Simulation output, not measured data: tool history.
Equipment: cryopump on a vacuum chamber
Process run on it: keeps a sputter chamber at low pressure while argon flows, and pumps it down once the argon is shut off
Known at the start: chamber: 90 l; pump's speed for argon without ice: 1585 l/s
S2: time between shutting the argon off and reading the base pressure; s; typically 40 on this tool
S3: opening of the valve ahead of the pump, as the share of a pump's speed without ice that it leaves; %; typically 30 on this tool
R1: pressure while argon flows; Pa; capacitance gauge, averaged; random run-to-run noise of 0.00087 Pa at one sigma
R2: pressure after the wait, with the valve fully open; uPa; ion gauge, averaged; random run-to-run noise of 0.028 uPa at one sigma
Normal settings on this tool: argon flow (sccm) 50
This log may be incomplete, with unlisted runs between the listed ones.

Run 1, hour 0: usual settings. Result: R1 0.1947 Pa, R2 2.17 uPa.
Run 2, hour 52.3: usual settings but argon flow (sccm) 30. Result: R1 0.1175 Pa, R2 2.26 uPa.
Run 3, hour 135.2: usual settings but argon flow (sccm) 30. Result: R1 0.1186 Pa, R2 2.36 uPa.
Run 4, hour 185: usual settings but argon flow (sccm) 30. Result: R1 0.1187 Pa, R2 2.27 uPa.
Run 5, hour 262.5: usual settings but S2 198 s. Result: R1 0.1977 Pa, R2 1.35 uPa.
Run 6, hour 319.8: usual settings but S2 198 s. Result: R1 0.1999 Pa, R2 1.35 uPa.
Run 7, hour 393.8: usual settings but S2 198 s. Result: R1 0.1994 Pa, R2 1.41 uPa.
Run 8, hour 467.6: usual settings but S2 198 s. Result: R1 0.2009 Pa, R2 1.41 uPa.
Run 9, hour 520.1: usual settings. Result: R1 0.2015 Pa, R2 2.37 uPa.
At hour 572.2: pump warmed up, emptied and cooled again.
Run 10, hour 580.5: usual settings. Result: R1 0.178 Pa, R2 2 uPa.
Run 11, hour 619: usual settings. Result: R1 0.179 Pa, R2 1.96 uPa.
Run 12, hour 690: usual settings. Result: R1 0.1793 Pa, R2 1.96 uPa.
Run 13, hour 731.3: usual settings. Result: R1 0.1781 Pa, R2 2 uPa.
Run 14, hour 793.5: usual settings. Result: R1 0.1796 Pa, R2 2.05 uPa.
Run 15, hour 873.2: usual settings. Result: R1 0.1796 Pa, R2 2.04 uPa.
Run 16, hour 938.8: usual settings but argon flow (sccm) 28, S2 39 s, S3 24 %. Result: R1 0.1257 Pa, R2 2.07 uPa.
Run 17, hour 1018.9: usual settings but argon flow (sccm) 26, S2 67 s. Result: R1 0.0936 Pa, R2 1.68 uPa.
Run 18, hour 1096.5: usual settings but argon flow (sccm) 26, S2 23 s. Result: R1 0.0953 Pa, R2 2.93 uPa.
Run 19, hour 1157.7: usual settings but argon flow (sccm) 35, S2 32 s, S3 42 %. Result: R1 0.0931 Pa, R2 2.39 uPa.
Run 20, hour 1199.8: usual settings but argon flow (sccm) 35, S2 32 s, S3 42 %. Result: R1 0.0908 Pa, R2 2.51 uPa.
Run 21, hour 1238.8: usual settings but argon flow (sccm) 35, S2 32 s, S3 42 %. Result: R1 0.0921 Pa, R2 2.42 uPa.
Run 22, hour 1311.2: usual settings but argon flow (sccm) 35, S2 32 s, S3 42 %. Result: R1 0.0924 Pa, R2 2.34 uPa.
Run 23, hour 1389.5: usual settings but S3 22 %. Result: R1 0.2474 Pa, R2 2.19 uPa.
Run 24, hour 1474.5: usual settings but S3 22 %. Result: R1 0.2527 Pa, R2 2.25 uPa.
Run 25, hour 1516.7: usual settings but S3 22 %. Result: R1 0.2478 Pa, R2 2.24 uPa.
Run 26, hour 1592.6: usual settings but argon flow (sccm) 23, S2 41 s, S3 35 %. Result: R1 0.0738 Pa, R2 2.2 uPa.
Run 27, hour 1661.5: usual settings but argon flow (sccm) 23, S2 41 s, S3 35 %. Result: R1 0.0725 Pa, R2 2.26 uPa.
Run 28, hour 1708.7: usual settings but argon flow (sccm) 31. Result: R1 0.1149 Pa, R2 2.28 uPa.
Run 29, hour 1771.8: usual settings but argon flow (sccm) 42, S3 26 %. Result: R1 0.1814 Pa, R2 2.3 uPa.

3 ways to go on from here, each from the tool as it stands after run 29. What would each give?
Run A, hour 1819.8: usual settings but argon flow (sccm) 59, S2 226 s, S3 40 %. Result: R1 ?, R2 ?.
Run B, hour 1819.8: usual settings but argon flow (sccm) 22, S2 224 s, S3 16 %. Result: R1 ?, R2 ?.
Run C, hour 1819.8: usual settings but argon flow (sccm) 42, S2 90 s, S3 26 %. Result: R1 ?, R2 ?.

run      R1    R2
  A  0.1685  1.37
  B  0.1509  1.36
  C  0.1799  1.69
Stripped of hidden state, with their random variation kept, the same runs would have yielded:
run      R1    R2
  A  0.1571  0.38
  B  0.1466   0.4
  C  0.1719  0.71
